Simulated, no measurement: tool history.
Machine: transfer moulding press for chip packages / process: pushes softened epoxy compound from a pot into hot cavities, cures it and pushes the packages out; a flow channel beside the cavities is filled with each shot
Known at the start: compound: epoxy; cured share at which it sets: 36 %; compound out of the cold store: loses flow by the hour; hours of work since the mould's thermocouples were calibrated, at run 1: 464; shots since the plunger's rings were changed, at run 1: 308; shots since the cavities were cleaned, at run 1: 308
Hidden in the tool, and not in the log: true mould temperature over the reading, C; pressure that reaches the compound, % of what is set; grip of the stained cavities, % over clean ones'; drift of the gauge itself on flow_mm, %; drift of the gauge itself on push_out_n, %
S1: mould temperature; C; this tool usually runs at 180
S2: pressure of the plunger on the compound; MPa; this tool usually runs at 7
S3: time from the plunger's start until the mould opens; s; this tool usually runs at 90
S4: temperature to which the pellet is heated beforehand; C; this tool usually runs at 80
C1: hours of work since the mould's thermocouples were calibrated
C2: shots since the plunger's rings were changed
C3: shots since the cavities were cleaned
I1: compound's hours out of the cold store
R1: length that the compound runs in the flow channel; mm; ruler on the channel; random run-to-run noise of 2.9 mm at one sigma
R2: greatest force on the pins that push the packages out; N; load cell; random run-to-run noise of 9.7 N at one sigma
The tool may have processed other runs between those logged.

run     day   S1    S2   S3  S4   C1    C2   C3    I1   R1   R2
  1       0  180     7   90  80  464   308  308    39  557  432
  2   1.112  180  7.89   90  80  483   722  722   8.5  683  455
      1.883  -- cavities cleaned with cleaning compound and waxed
  3   2.125  180  7.89   90  80  499  1074   90  28.3  622  440
  4   3.183  180     7  117  80  518  1467  483  14.4  623  350
  5   3.992  180     7  117  80  532  1766  782    27  590  387
      4.621  -- cavities cleaned with cleaning compound and waxed
  6   4.783  180     7  117  80  544  2036   61  30.1  584  369
  7   5.458  180     7   90  80  556  2287  312  19.8  614  456
  8    6.35  180     7   90  80  571  2618  643  12.7  633  451
      7.271  -- cavities cleaned with cleaning compound and waxed
  9   7.279  180     7   90  80  586  2938    3  28.5  584  426
 10   8.375  179     7   90  80  605  3345  410  29.8  578  437
 11   9.671  179     7   90  80  627  3825  890  20.1  616  462
      9.908  -- cavities cleaned with cleaning compound and waxed
 12  11.046  179     7   90  80  650  4312  422  37.3  560  444
 13  12.133  179     7   90  80  668  4715  825  10.2  640  470
     12.562  -- cavities cleaned with cleaning compound and waxed
 14  13.238  179     7   90  80  686  5102  250    14  631  471
 15  14.083  179     7   90  80  701  5416  564  40.4  556  451
     15.229  -- cavities cleaned with cleaning compound and waxed
 16  15.408  177     7   90  80  723  5884   66    30  584  529
 17  16.492  181     7   90  80  741  6286  468   9.5  640  446
     17.354  -- plunger's sealing rings changed
 18  17.592  174  5.32   86  72  758    88  836  24.7  524  745
     18.017  -- cavities cleaned with cleaning compound and waxed
 19  18.392  180  7.22   92  80  771   363  140  24.1  608  429
     18.762  -- mould's thermocouples calibrated
 20  19.271  180  7.22   92  80    9   657  434  23.5  612  428
 21  20.067  180  7.22   92  80   22   952  729  38.2  564  421
     20.788  -- cavities cleaned with cleaning compound and waxed
 22  20.817  178     7   90  86   34  1208   11  47.9  532  443
 23  21.592  175     7   74  80   48  1494  297  33.6  578  881
 24  22.846  184   7.4   83  88   69  1960  763  21.7  613  418
     23.496  -- cavities cleaned with cleaning compound and waxed
 25  23.525  181  8.56   75  82   80  2189   12  46.2  593  536
 26  24.504  181  8.56   75  82   97  2551  374  17.8  685  610
 27  25.083  181  8.56   75  82  107  2767  590  46.5  586  552
 28  25.758  181  8.56   75  82  118  3018  841    39  609  587
       26.2  -- cavities cleaned with cleaning compound and waxed
 29  26.679  172     7  123  74  133  3335  177   9.3  658  420

Branching from run 29: 3 alternative next runs. What would each branch give?
  A  27.517  183  5.69  123  74  147  3647  489  30.5   ?   ?
  B  27.517  172     7  107  78  147  3647  489  14.3   ?   ?
  C  27.517  180  7.52   71  80  147  3647  489  10.6   ?   ?

run   R1   R2
  A  521  362
  B  640  527
  C  663  791
Without the tool's hidden state the same runs would have given:
run   R1   R2
  A  522  358
  B  641  522
  C  663  783
